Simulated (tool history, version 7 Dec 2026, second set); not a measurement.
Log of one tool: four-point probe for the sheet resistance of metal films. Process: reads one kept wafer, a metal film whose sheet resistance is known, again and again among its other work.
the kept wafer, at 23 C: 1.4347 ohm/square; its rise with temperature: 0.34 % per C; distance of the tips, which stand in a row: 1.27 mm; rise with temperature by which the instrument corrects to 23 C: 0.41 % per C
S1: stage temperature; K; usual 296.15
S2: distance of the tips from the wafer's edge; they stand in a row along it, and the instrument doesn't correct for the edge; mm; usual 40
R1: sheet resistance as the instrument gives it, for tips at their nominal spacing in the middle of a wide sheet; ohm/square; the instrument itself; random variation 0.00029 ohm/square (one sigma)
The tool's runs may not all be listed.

run    hour      S1  S2        R1
  1     0.0  296.15  40  1.429905
  2    61.9  295.15  40  1.430478
  3   124.6  295.15  40  1.430414
  4   178.1  295.15  40  1.429655
  5   232.5  295.15  11  1.439127
  6   269.9  296.15  40  1.428707
  7   308.1  296.15  40  1.428324
  8   372.1  296.15  40  1.428302
  9   419.3  296.15  40  1.428308
 10   468.6  296.15  40  1.427539
      474.3  -- stage's thermometer calibrated
 11   505.8  296.15  40  1.427320
 12   565.7  296.15  40  1.427051
 13   625.2  296.15  40  1.427265
 14   664.2  296.15  40  1.426751
 15   723.6  296.15  40  1.426739
      753.4  -- stage's thermometer calibrated, once more
 16   780.8  296.15  40  1.427722
 17   823.9  296.15  40  1.427622
 18   885.9  302.15   6  1.454558
 19   934.1  302.15   6  1.454413
 20   994.6  303.15   6  1.452864
 21  1041.0  303.15   6  1.453006
 22  1082.9  294.15  67  1.427369
 23  1147.3  294.15  67  1.427433
 24  1203.7  293.15  12  1.436731
 25  1239.2  297.15  72  1.424284
 26  1275.8  297.15  72  1.423653
 27  1323.9  298.15   3  1.547298
 28  1367.7  305.15   3  1.540280
 29  1407.5  300.15  40  1.421425
 30  1450.7  298.15  12  1.430835
 31  1500.1  294.15  59  1.425390
 32  1548.5  294.15  59  1.426586

Some steps in R1 between neighbouring runs. How much of each would the tool show without its hidden state too (settings, what came in, random variation), and how much is left for the hidden state, with any gauge scatter that isn't in both results?
The hidden state here: inner tips' distance over the nominal, %; tips' flats over new ones', %; wafer's true temperature over the reading, C; drift of the gauge itself on sheet_ohm, %.
Run 15 -> 16: stage's thermometer calibrated, once more. R1 +0.000983 ohm/square: hidden state +0.000838, all else +0.000145.
Run 17 -> 18: S1 296.15 -> 302.15, S2 40 -> 6. R1 +0.026936 ohm/square: hidden state -0.000389, all else +0.027325.
Run 26 -> 27: S1 297.15 -> 298.15, S2 72 -> 3. R1 +0.123645 ohm/square: hidden state -0.000975, all else +0.124620.
Run 28 -> 29: S1 305.15 -> 300.15, S2 3 -> 40. R1 -0.118855 ohm/square: hidden state +0.000613, all else -0.119468.
